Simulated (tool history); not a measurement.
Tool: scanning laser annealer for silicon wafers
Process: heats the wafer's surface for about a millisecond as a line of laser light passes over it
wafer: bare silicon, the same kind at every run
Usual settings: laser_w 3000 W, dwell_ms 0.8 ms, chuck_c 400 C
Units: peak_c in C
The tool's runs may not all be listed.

run,hour,laser_w,dwell_ms,chuck_c,peak_c
1,0,3000,0.8,400,1137
2,57.9,3000,0.8,400,1138
3,107.2,3000,0.632,400,1063
4,159.3,3000,0.632,400,1062
5,240.8,3000,0.632,400,1059
6,283.4,3000,0.632,400,1058
7,329.8,3000,0.8,400,1125
8,395.8,3000,0.889,400,1157
# hour 408.6: optics aligned, line set to its width
9,461.1,3000,0.8,428,1149
# hour 483.3: window over the wafer cleaned
10,537.6,3000,0.873,428,1223
11,619.3,3000,0.738,428,1168
12,712.8,3229,0.8,382,1208
13,760.9,3135,0.784,400,1190
14,855.4,2691,0.599,409,1007
# hour 883.6: optics aligned, line set to its width, once more
15,926,2691,0.599,409,1014
16,971.1,3000,0.573,380,1040
17,1029.4,2944,0.8,423,1168
18,1100.8,2603,0.665,423,1028
19,1172.5,3018,0.641,379,1067

The next listed run, before its measurement:
20,1217,3018,0.641,439,?

peak_c: 1131 C
Without the tool's hidden state the same run would have given peak_c 1163 C.
